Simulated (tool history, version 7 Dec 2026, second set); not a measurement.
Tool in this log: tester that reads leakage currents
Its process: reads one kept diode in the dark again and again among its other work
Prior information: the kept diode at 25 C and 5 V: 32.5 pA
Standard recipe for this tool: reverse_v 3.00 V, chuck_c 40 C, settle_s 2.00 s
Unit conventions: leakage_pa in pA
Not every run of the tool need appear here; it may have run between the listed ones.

run    hour  reverse_v  chuck_c  settle_s  leakage_pa
  1     0.0       3.00       40      2.00       95.57
  2   186.6       1.49       40      2.00       73.14
  3   352.0       1.49       40      2.00       72.88
  4   493.6       1.49       40      2.00       72.90
  5   591.1       1.49       40      2.00       72.68
  6   734.9       5.25       40      2.00      117.22
  7   920.5       5.25       40      2.00      117.46
  8  1094.2       3.00       40      2.00       94.14
     1128.5  -- chuck's temperature calibrated
  9  1224.3       3.00       40      2.05       99.66
 10  1310.1       3.80       40      2.00      108.87
 11  1496.2       3.80       40      2.00      109.36
 12  1666.0       3.00       40      2.00       98.94
 13  1785.3       3.00       40      2.00       99.27
 14  1875.6       3.00       40      2.00       98.72
     1974.1  -- probe card cleaned and baked
 15  2030.4       3.00       40      2.00       94.32
 16  2115.8       3.00       40      2.00       94.14
 17  2266.6       3.00       40      2.00       94.18
 18  2346.7       3.00       40      2.00       94.49
     2363.9  -- tester calibrated
 19  2432.8       3.00       40      2.00       94.02
 20  2520.7       8.55       58      2.00      530.68
 21  2625.8      15.43       53      2.00      453.42
 22  2705.3      15.43       53      2.00      452.84
 23  2869.2      15.43       53      2.00      453.49
 24  3051.6      15.43       53      2.00      454.41
 25  3176.8      10.54       31      3.38       72.04
 26  3258.3       3.00       45      2.00      137.81
 27  3411.7       4.37       55      2.00      331.46
     3439.8  -- tester calibrated, once more
 28  3548.3       4.37       55      2.00      339.39
 29  3683.6      10.43       40      2.00      151.05
 30  3848.8      10.43       51      2.00      344.43
 31  4000.1      10.43       51      2.00      342.54
 32  4130.9      10.43       51      2.00      343.11
 33  4298.8       3.00       43      2.00      118.67
 34  4487.5       1.43       43      2.00       90.66
 35  4593.5       1.43       43      2.00       90.65
 36  4712.9       3.05       30      0.68       43.31
 37  4821.2      11.50       40      2.48      155.83
 38  5001.1       3.00       40      0.37       95.85

3 options for the next run, each taken on its own from the tool as it stands now. Forecast them:
     5107.8  -- chuck's temperature calibrated
  A  5144.7       2.09       40      0.37           ?
     5107.8  -- chuck's temperature calibrated
  B  5144.7       1.73       32      7.78           ?
     5107.8  -- chuck's temperature calibrated
  C  5144.7       1.05       22      2.71           ?

run  leakage_pa
  A       87.49
  B       41.82
  C       15.18
Without the tool's hidden state the same runs would have given:
run  leakage_pa
  A       86.55
  B       40.86
  C       14.53
